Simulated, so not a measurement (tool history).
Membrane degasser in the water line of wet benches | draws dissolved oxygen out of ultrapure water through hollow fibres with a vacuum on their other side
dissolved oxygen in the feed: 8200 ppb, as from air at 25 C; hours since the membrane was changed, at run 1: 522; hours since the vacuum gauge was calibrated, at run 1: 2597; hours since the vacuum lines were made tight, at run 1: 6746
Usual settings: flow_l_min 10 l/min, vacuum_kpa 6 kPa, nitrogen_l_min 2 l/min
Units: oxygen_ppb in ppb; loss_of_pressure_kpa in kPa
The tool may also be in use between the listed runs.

run,day,flow_l_min,vacuum_kpa,nitrogen_l_min,hours since the membrane was changed,hours since the vacuum gauge was calibrated,hours since the vacuum lines were made tight,oxygen_ppb,loss_of_pressure_kpa
1,0,10,6,2,522,2597,6746,40.6,59.31
2,5.4,10,6.03,2,652,2726,6875,41.3,59.04
3,10.088,10,6,2,765,2839,6988,41.2,59.3
4,16.646,10,6,2,922,2996,7145,41.4,59.44
5,23.146,10,6,2,1078,3152,7301,41.1,59.21
6,27.754,10,6,2,1188,3263,7412,41.7,58.94
7,32.646,15,6,2,1306,3380,7529,67.4,88.39
8,36.25,10,6,2,1392,3467,7616,41.5,58.81
9,42.658,10,6,2,1546,3621,7770,42.6,59.17
10,49.421,10,6,2,1708,3783,7932,42.4,58.93
11,53.658,10,6,2,1810,3885,8034,42,59.41
12,58.817,10,6,2,1934,4008,8157,43.3,59.74
13,61.975,10,6,2,2010,4084,8233,42.2,59.46
14,66.912,13,6,2,2128,4203,8352,58.2,77.23
15,73.433,10,6,2,2285,4359,8508,43.2,59.71
16,76.996,10,8.53,3.95,2370,4445,8594,41.1,60.35
# day 80.608: vacuum gauge calibrated
17,81.821,13,14.09,3.63,2486,29,8709,109.7,77.42
18,86.654,10,14.09,5.74,2602,145,8825,55,59.59
19,89.879,6,6,5.67,2679,222,8902,9,35.82
20,94.225,6,6,5.67,2783,327,9007,8.8,35.6
21,100.396,6,6,1.98,2931,475,9155,25.2,35.57
22,106.633,10,7.43,1.35,3081,625,9305,85.1,60.27
23,109.662,13,9.51,1.12,3154,697,9377,188.9,78.15

The next listed run, before its measurement:
24,114.062,10,12.55,4.57,3259,803,9483,?,?

oxygen_ppb: 59.4 ppb
loss_of_pressure_kpa: 59.89 kPa
Without the tool's hidden state the same run would have given oxygen_ppb 53.4 ppb, loss_of_pressure_kpa 58.97 kPa.
